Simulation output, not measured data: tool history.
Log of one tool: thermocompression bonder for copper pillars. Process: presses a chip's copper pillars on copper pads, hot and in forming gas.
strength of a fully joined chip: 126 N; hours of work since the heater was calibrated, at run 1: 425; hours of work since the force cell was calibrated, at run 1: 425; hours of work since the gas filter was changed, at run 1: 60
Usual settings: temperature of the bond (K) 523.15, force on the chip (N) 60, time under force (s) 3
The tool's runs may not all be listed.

run,hour,temperature of the bond (K),force on the chip (N),time under force (s),hours of work since the heater was calibrated,hours of work since the force cell was calibrated,hours of work since the gas filter was changed,force that shears a chip off (N)
1,0,523.15,60,3,425,425,60,54.9
2,76.6,507.15,60,3,484,484,118,43.6
3,125.9,523.15,60,3,521,521,156,53.1
# hour 165.9: forming gas filter changed
4,168.5,523.15,60,3,553,553,2,57.2
5,230.2,523.15,60,2,601,601,49,47.4
6,299.2,520.15,60,3,653,653,102,51.6
7,377.7,520.15,60,3,713,713,162,51
# hour 410.5: forming gas filter changed
8,427.4,523.15,73,3,751,751,13,67.7
9,473.9,523.15,73,3,786,786,48,66.6
10,507,523.15,37,3,811,811,74,32.4
11,538.9,523.15,37,3,836,836,98,32.6
12,579.4,523.15,60,3,867,867,129,53.2
13,625.9,523.15,60,3,902,902,164,53.8
# hour 651.7: forming gas filter changed
14,664.4,523.15,60,3,931,931,10,56.3
# hour 684.7: force cell calibrated
15,720.2,508.15,60,3,973,27,51,48.9
16,760.8,508.15,60,3,1004,58,82,46.9
17,831.1,523.15,39,3,1057,112,136,35.8
18,873.6,523.15,60,3,1090,144,168,55.8
# hour 897.6: forming gas filter changed
19,917.1,501.15,60,3,1123,177,15,43.4
20,975.5,501.15,60,3,1167,222,59,42.6
21,1028.9,495.15,60,2,1208,262,100,31.9
22,1074.1,495.15,60,2,1242,297,135,31
23,1119.3,495.15,60,3,1277,331,169,37.3
# hour 1141: forming gas filter changed
24,1183.2,495.15,60,3,1325,380,32,39.5
25,1233.6,525.15,60,3,1364,418,71,58.8
26,1310.2,525.15,71,3,1422,477,129,65.6
# hour 1334.4: heater calibrated with a thermocouple chip
# hour 1386.5: forming gas filter changed
27,1388.2,525.15,71,3,41,534,1,65.8
28,1466.9,525.15,71,3,101,594,61,65.3
29,1523.3,525.15,71,3,144,637,104,63.9
30,1583.8,525.15,71,3,190,684,151,60.9
# hour 1627.3: forming gas filter changed
31,1644.1,525.15,71,3,236,729,13,67.2
32,1697.2,506.15,60,3,276,770,53,42
33,1758.3,506.15,60,2,323,817,100,34.1

Hidden state at the last listed run before each entry between runs and at the first one after, where it differs:
Between runs 3 and 4: forming gas filter changed (hour 165.9)
  true temperature of the bond over the reading, C: 1.5 -> 1.6; force that reaches the chip, % of what is set: 96 -> 95.7; oxide that the forming gas leaves, % of the face: 6.03 -> 0.6
  measured less the result without the state, force that shears a chip off (N): -4.2 -> -1.3
Between runs 7 and 8: forming gas filter changed (hour 410.5)
  true temperature of the bond over the reading, C: 2.2 -> 2.3; force that reaches the chip, % of what is set: 94.6 -> 94.3; oxide that the forming gas leaves, % of the face: 6.85 -> 0.97
  measured less the result without the state, force that shears a chip off (N): -4.8 -> -1.9
Between runs 13 and 14: forming gas filter changed (hour 651.7)
  true temperature of the bond over the reading, C: 2.8 -> 2.9; force that reaches the chip, % of what is set: 93.3 -> 93.1; oxide that the forming gas leaves, % of the face: 6.76 -> 0.98
  measured less the result without the state, force that shears a chip off (N): -5.3 -> -2
Between runs 14 and 15: force cell calibrated (hour 684.7)
  true temperature of the bond over the reading, C: 2.9 -> 3.1; force that reaches the chip, % of what is set: 93.1 -> 98.8; oxide that the forming gas leaves, % of the face: 0.98 -> 2.61
  measured less the result without the state, force that shears a chip off (N): -2 -> +0.5
Between runs 18 and 19: forming gas filter changed (hour 897.6)
  true temperature of the bond over the reading, C: 3.5 -> 3.7; force that reaches the chip, % of what is set: 98 -> 97.8; oxide that the forming gas leaves, % of the face: 7.08 -> 1.07
  measured less the result without the state, force that shears a chip off (N): -2.4 -> +1.1
Between runs 23 and 24: forming gas filter changed (hour 1141)
  true temperature of the bond over the reading, C: 4.2 -> 4.4; force that reaches the chip, % of what is set: 96.8 -> 96.5; oxide that the forming gas leaves, % of the face: 7.1 -> 1.87
  measured less the result without the state, force that shears a chip off (N): -1.4 -> +0.7
Between runs 26 and 27: heater calibrated with a thermocouple chip (hour 1334.4); forming gas filter changed (hour 1386.5)
  true temperature of the bond over the reading, C: 4.8 -> 0; force that reaches the chip, % of what is set: 95.7 -> 95.4; oxide that the forming gas leaves, % of the face: 5.6 -> 0.58
  measured less the result without the state, force that shears a chip off (N): -2.4 -> -2.8
Between runs 30 and 31: forming gas filter changed (hour 1627.3)
  true temperature of the bond over the reading, C: 0.6 -> 0.8; force that reaches the chip, % of what is set: 94.4 -> 94.1; oxide that the forming gas leaves, % of the face: 6.53 -> 1
  measured less the result without the state, force that shears a chip off (N): -6.9 -> -3.3

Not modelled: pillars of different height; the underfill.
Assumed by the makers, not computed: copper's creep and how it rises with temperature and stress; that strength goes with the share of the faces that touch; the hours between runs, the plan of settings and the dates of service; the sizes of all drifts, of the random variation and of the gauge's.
